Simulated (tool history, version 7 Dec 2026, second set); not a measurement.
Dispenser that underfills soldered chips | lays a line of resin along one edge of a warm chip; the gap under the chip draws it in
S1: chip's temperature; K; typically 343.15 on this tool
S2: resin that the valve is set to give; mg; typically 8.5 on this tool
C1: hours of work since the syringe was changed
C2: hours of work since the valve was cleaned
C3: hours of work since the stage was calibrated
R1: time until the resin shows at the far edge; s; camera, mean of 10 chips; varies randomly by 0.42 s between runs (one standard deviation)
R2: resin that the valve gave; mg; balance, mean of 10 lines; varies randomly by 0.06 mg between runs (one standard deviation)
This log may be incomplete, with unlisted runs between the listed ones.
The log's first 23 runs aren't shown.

{"run": 24, "day": 7.096, "S1": 343.15, "S2": 8.35, "C1": 5, "C2": 117, "C3": 158, "R1": 46.7, "R2": 7.49}
{"day": 7.325, "done": "new syringe of resin"}
{"run": 25, "day": 7.338, "S1": 343.15, "S2": 8.35, "C1": 0, "C2": 121, "C3": 161, "R1": 31.2, "R2": 7.45}
{"day": 7.596, "done": "dispensing valve cleaned and set on the balance"}
{"run": 26, "day": 7.75, "S1": 339.15, "S2": 7.31, "C1": 6, "C2": 2, "C3": 166, "R1": 57.4, "R2": 7.27}
{"day": 7.904, "done": "new syringe of resin"}
{"run": 27, "day": 7.929, "S1": 339.15, "S2": 7.31, "C1": 0, "C2": 5, "C3": 169, "R1": 35.9, "R2": 7.35}
{"run": 28, "day": 8.121, "S1": 339.15, "S2": 7.31, "C1": 3, "C2": 7, "C3": 172, "R1": 47.3, "R2": 7.21}
{"day": 8.458, "done": "new syringe of resin"}
{"run": 29, "day": 8.529, "S1": 338.15, "S2": 8.49, "C1": 1, "C2": 13, "C3": 177, "R1": 39.1, "R2": 8.39}
{"run": 30, "day": 8.758, "S1": 334.15, "S2": 7.53, "C1": 4, "C2": 17, "C3": 181, "R1": 61.4, "R2": 7.36}
{"day": 9.004, "done": "new syringe of resin"}
{"run": 31, "day": 9.038, "S1": 334.15, "S2": 7.53, "C1": 0, "C2": 20, "C3": 185, "R1": 44.7, "R2": 7.42}
{"run": 32, "day": 9.412, "S1": 336.15, "S2": 7.22, "C1": 6, "C2": 26, "C3": 190, "R1": 68.7, "R2": 7.17}
{"day": 9.546, "done": "new syringe of resin"}
{"run": 33, "day": 9.762, "S1": 336.15, "S2": 7.22, "C1": 3, "C2": 31, "C3": 195, "R1": 54, "R2": 6.98}
{"run": 34, "day": 10.05, "S1": 334.15, "S2": 8.5, "C1": 7, "C2": 35, "C3": 199, "R1": 80, "R2": 8.22}
{"day": 10.092, "done": "new syringe of resin"}
{"run": 35, "day": 10.346, "S1": 356.15, "S2": 7.44, "C1": 4, "C2": 39, "C3": 203, "R1": 28.4, "R2": 7.1}
{"day": 10.638, "done": "new syringe of resin"}
{"run": 36, "day": 10.725, "S1": 356.15, "S2": 7.44, "C1": 1, "C2": 45, "C3": 209, "R1": 22.6, "R2": 7.15}
{"run": 37, "day": 11.1, "S1": 336.15, "S2": 8.27, "C1": 7, "C2": 50, "C3": 214, "R1": 69.7, "R2": 7.9}

3 ways to go on from here, each from the tool as it stands after run 37. What would each give?
{"day": 11.183, "done": "new syringe of resin"}
{"run": "A", "day": 11.471, "S1": 336.15, "S2": 8.46, "C1": 4, "C2": 55, "C3": 220, "R1": "?", "R2": "?"}
{"day": 11.183, "done": "new syringe of resin"}
{"run": "B", "day": 11.471, "S1": 335.15, "S2": 9.77, "C1": 4, "C2": 55, "C3": 220, "R1": "?", "R2": "?"}
{"day": 11.183, "done": "new syringe of resin"}
{"run": "C", "day": 11.471, "S1": 335.15, "S2": 8.27, "C1": 4, "C2": 55, "C3": 220, "R1": "?", "R2": "?"}

run=A R1=54.7 R2=8.05
run=B R1=55.2 R2=9.34
run=C R1=55.8 R2=7.79
The same runs, with their run-to-run variation unchanged, on a tool lacking any hidden condition would have given:
run=A R1=37 R2=8.47
run=B R1=37.4 R2=9.82
run=C R1=37.4 R2=8.2

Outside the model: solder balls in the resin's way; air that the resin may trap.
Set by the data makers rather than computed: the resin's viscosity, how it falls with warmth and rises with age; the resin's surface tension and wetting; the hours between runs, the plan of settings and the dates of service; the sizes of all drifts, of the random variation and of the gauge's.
